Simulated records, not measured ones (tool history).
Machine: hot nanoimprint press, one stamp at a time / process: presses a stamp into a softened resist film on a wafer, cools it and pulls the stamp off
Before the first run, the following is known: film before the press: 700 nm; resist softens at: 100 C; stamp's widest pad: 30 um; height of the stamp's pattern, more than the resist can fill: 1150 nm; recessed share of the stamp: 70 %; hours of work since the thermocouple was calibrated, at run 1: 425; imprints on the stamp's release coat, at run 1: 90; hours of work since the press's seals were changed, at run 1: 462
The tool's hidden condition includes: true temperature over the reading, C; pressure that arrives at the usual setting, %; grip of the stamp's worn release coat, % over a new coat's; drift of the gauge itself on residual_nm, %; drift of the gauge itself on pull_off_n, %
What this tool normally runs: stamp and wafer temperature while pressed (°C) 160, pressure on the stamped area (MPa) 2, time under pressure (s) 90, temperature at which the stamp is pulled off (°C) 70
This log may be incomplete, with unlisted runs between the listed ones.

| run | day | stamp and wafer temperature while pressed (°C) | pressure on the stamped area (MPa) | time under pressure (s) | temperature at which the stamp is pulled off (°C) | hours of work since the thermocouple was calibrated | imprints on the stamp's release coat | hours of work since the press's seals were changed | resist left under the stamp's widest pad (angstrom) | greatest force while the stamp is pulled off (N) |
|---|---|---|---|---|---|---|---|---|---|---|
| 1 | 0 | 160 | 2 | 90 | 70 | 425 | 90 | 462 | 2592 | 195 |
| 2 | 1.604 | 165 | 2 | 90 | 70 | 444 | 225 | 481 | 2206 | 192 |
| 3 | 3.233 | 165 | 2 | 90 | 70 | 464 | 361 | 501 | 2196 | 206 |
| 4 | 4.183 | 160 | 2 | 90 | 76 | 475 | 441 | 512 | 2596 | 199 |
| 5 | 4.979 | 168 | 2 | 90 | 70 | 485 | 508 | 522 | 1984 | 216 |
|  | 5.183 | plate thermocouple calibrated |
| 6 | 6.85 | 168 | 2 | 90 | 70 | 20 | 654 | 543 | 1942 | 218 |
| 7 | 8.433 | 158 | 3.08 | 68 | 66 | 39 | 787 | 562 | 2404 | 241 |
|  | 8.933 | plate thermocouple calibrated, once more |
| 8 | 9.933 | 149 | 2 | 90 | 65 | 12 | 902 | 579 | 4066 | 264 |
|  | 11.862 | stamp cleaned and given a new release coat |
| 9 | 11.929 | 150 | 1.42 | 62 | 64 | 33 | 5 | 600 | 4896 | 203 |
| 10 | 12.771 | 167 | 2 | 177 | 70 | 43 | 76 | 610 | 1703 | 195 |
| 11 | 14.221 | 167 | 2 | 177 | 70 | 61 | 198 | 628 | 1707 | 206 |

3 ways to go on from here, each from the tool as it stands after run 11. What would each give?
| A | 15.392 | 167 | 1.77 | 177 | 71 | 75 | 296 | 642 | ? | ? |
| B | 15.392 | 166 | 2 | 137 | 70 | 75 | 296 | 642 | ? | ? |
| C | 15.392 | 160 | 2 | 90 | 69 | 75 | 296 | 642 | ? | ? |

| run | resist left under the stamp's widest pad (angstrom) | greatest force while the stamp is pulled off (N) |
|---|---|---|
| A | 1804 | 205 |
| B | 1938 | 216 |
| C | 2771 | 222 |
Without the tool's unlogged condition, the same runs would have read:
| run | resist left under the stamp's widest pad (angstrom) | greatest force while the stamp is pulled off (N) |
|---|---|---|
| A | 1763 | 190 |
| B | 1886 | 199 |
| C | 2703 | 205 |
